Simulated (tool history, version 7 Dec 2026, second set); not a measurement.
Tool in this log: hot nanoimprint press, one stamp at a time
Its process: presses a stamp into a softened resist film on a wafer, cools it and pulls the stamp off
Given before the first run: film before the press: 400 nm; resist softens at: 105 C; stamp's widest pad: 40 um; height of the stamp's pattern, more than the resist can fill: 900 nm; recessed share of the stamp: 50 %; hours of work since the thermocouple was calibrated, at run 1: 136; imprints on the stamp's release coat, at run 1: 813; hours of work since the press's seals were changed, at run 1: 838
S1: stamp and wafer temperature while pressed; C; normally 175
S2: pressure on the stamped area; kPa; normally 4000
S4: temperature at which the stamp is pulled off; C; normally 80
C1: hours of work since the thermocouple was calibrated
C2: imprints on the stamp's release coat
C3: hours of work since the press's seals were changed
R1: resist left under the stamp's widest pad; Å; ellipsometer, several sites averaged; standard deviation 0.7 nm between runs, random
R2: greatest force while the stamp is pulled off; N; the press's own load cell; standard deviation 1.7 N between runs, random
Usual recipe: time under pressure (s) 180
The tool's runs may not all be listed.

run 1 hour=0.0 | S1=175 S2=4000 time_under_pressure_(s)=180 S4=80 | C1=136 C2=813 C3=838 | R1=1998 R2=99
run 2 hour=22.9 | S1=175 S2=4000 time_under_pressure_(s)=180 S4=80 | C1=154 C2=952 C3=857 | R1=1997 R2=101
run 3 hour=49.9 | S1=175 S2=4000 time_under_pressure_(s)=180 S4=80 | C1=175 C2=1115 C3=878 | R1=2007 R2=100
run 4 hour=76.6 | S1=175 S2=4000 time_under_pressure_(s)=180 S4=80 | C1=197 C2=1276 C3=900 | R1=1996 R2=99
run 5 hour=93.5 | S1=175 S2=4000 time_under_pressure_(s)=180 S4=80 | C1=210 C2=1378 C3=913 | R1=1996 R2=101
run 6 hour=121.6 | S1=175 S2=4000 time_under_pressure_(s)=180 S4=80 | C1=233 C2=1548 C3=936 | R1=2002 R2=97
-- hour=133.3 stamp cleaned and given a new release coat
run 7 hour=147.4 | S1=185 S2=4000 time_under_pressure_(s)=180 S4=80 | C1=249 C2=86 C3=951 | R1=1152 R2=102
-- hour=164.0 plate thermocouple calibrated
run 8 hour=170.1 | S1=185 S2=4000 time_under_pressure_(s)=180 S4=80 | C1=5 C2=204 C3=967 | R1=1165 R2=97
run 9 hour=188.8 | S1=174 S2=4000 time_under_pressure_(s)=180 S4=80 | C1=20 C2=318 C3=982 | R1=2104 R2=100
run 10 hour=206.3 | S1=174 S2=4000 time_under_pressure_(s)=180 S4=80 | C1=34 C2=423 C3=996 | R1=2119 R2=103
run 11 hour=220.9 | S1=174 S2=4000 time_under_pressure_(s)=180 S4=80 | C1=45 C2=512 C3=1008 | R1=2110 R2=105
run 12 hour=240.9 | S1=174 S2=4000 time_under_pressure_(s)=180 S4=80 | C1=61 C2=632 C3=1024 | R1=2096 R2=100
run 13 hour=257.4 | S1=174 S2=4000 time_under_pressure_(s)=180 S4=80 | C1=75 C2=732 C3=1037 | R1=2097 R2=98
run 14 hour=276.6 | S1=175 S2=4000 time_under_pressure_(s)=180 S4=80 | C1=90 C2=848 C3=1052 | R1=2001 R2=99
run 15 hour=303.5 | S1=175 S2=4000 time_under_pressure_(s)=180 S4=80 | C1=112 C2=1011 C3=1074 | R1=2007 R2=101

Expected results for the next run?
run 16 hour=316.1 | S1=175 S2=4000 time_under_pressure_(s)=180 S4=80 | C1=122 C2=1087 C3=1084 | R1=? R2=?

Run 16 produced R1 2001 Å, R2 102 N.
Take away the tool's hidden state, keep the run-to-run variation as it was, and the same run would have given R1 1998 Å, R2 101 N.

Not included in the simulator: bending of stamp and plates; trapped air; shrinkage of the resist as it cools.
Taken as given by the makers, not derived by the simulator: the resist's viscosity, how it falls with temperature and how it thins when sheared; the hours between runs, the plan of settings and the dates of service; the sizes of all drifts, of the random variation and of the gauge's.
